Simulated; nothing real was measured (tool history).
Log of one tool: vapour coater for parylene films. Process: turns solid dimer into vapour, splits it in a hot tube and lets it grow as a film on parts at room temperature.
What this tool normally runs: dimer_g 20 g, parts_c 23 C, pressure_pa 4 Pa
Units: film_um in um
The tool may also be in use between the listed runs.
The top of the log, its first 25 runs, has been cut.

{"run": 26, "hour": 1212.7, "dimer_g": 20, "parts_c": 23, "pressure_pa": 2.22, "film_um": 7.57}
{"run": 27, "hour": 1269.6, "dimer_g": 20, "parts_c": 23, "pressure_pa": 2.22, "film_um": 7.47}
{"run": 28, "hour": 1303.3, "dimer_g": 20, "parts_c": 16, "pressure_pa": 2.22, "film_um": 8.36}
{"run": 29, "hour": 1362.7, "dimer_g": 25, "parts_c": 23, "pressure_pa": 4.01, "film_um": 8.42}
{"run": 30, "hour": 1400.8, "dimer_g": 29, "parts_c": 23, "pressure_pa": 9.38, "film_um": 8.67}
{"run": 31, "hour": 1463.8, "dimer_g": 29, "parts_c": 23, "pressure_pa": 9.38, "film_um": 8.48}
{"run": 32, "hour": 1500.7, "dimer_g": 29, "parts_c": 23, "pressure_pa": 9.38, "film_um": 8.42}
{"hour": 1530.9, "done": "trap's valve overhauled"}
{"run": 33, "hour": 1557.4, "dimer_g": 29, "parts_c": 23, "pressure_pa": 9.38, "film_um": 9.43}
{"run": 34, "hour": 1619.0, "dimer_g": 26, "parts_c": 27, "pressure_pa": 3.5, "film_um": 7.82}
{"run": 35, "hour": 1667.2, "dimer_g": 26, "parts_c": 27, "pressure_pa": 3.5, "film_um": 7.67}
{"run": 36, "hour": 1721.0, "dimer_g": 9, "parts_c": 22, "pressure_pa": 3.5, "film_um": 3.34}
{"run": 37, "hour": 1748.1, "dimer_g": 22, "parts_c": 35, "pressure_pa": 4, "film_um": 4.17}
{"run": 38, "hour": 1813.2, "dimer_g": 22, "parts_c": 35, "pressure_pa": 4, "film_um": 4.15}
{"run": 39, "hour": 1852.2, "dimer_g": 22, "parts_c": 35, "pressure_pa": 4, "film_um": 4.05}
{"run": 40, "hour": 1886.2, "dimer_g": 11, "parts_c": 25, "pressure_pa": 9.07, "film_um": 2.98}
{"run": 41, "hour": 1925.5, "dimer_g": 11, "parts_c": 17, "pressure_pa": 2.47, "film_um": 4.36}
{"run": 42, "hour": 1965.1, "dimer_g": 20, "parts_c": 23, "pressure_pa": 7.74, "film_um": 5.95}
{"run": 43, "hour": 2004.3, "dimer_g": 20, "parts_c": 23, "pressure_pa": 7.74, "film_um": 5.9}
{"hour": 2021.3, "done": "trap's valve overhauled"}
{"run": 44, "hour": 2071.5, "dimer_g": 36, "parts_c": 23, "pressure_pa": 5.34, "film_um": 12.64}
{"run": 45, "hour": 2110.9, "dimer_g": 16, "parts_c": 26, "pressure_pa": 9.49, "film_um": 4.41}

Consider 4 possible next runs. They are alternatives, not a sequence: every one starts from the tool as it was left by run 45. What does each give?
{"run": "A", "hour": 2138.5, "dimer_g": 16, "parts_c": 22, "pressure_pa": 3.02, "film_um": "?"}
{"run": "B", "hour": 2138.5, "dimer_g": 16, "parts_c": 23, "pressure_pa": 2.19, "film_um": "?"}
{"run": "C", "hour": 2138.5, "dimer_g": 16, "parts_c": 26, "pressure_pa": 3.95, "film_um": "?"}
{"run": "D", "hour": 2138.5, "dimer_g": 32, "parts_c": 31, "pressure_pa": 9.49, "film_um": "?"}

run=A film_um=6.29
run=B film_um=6.25
run=C film_um=4.94
run=D film_um=6.74
Without the tool's hidden state the same runs would have given:
run=A film_um=6.41
run=B film_um=6.37
run=C film_um=5.03
run=D film_um=6.87
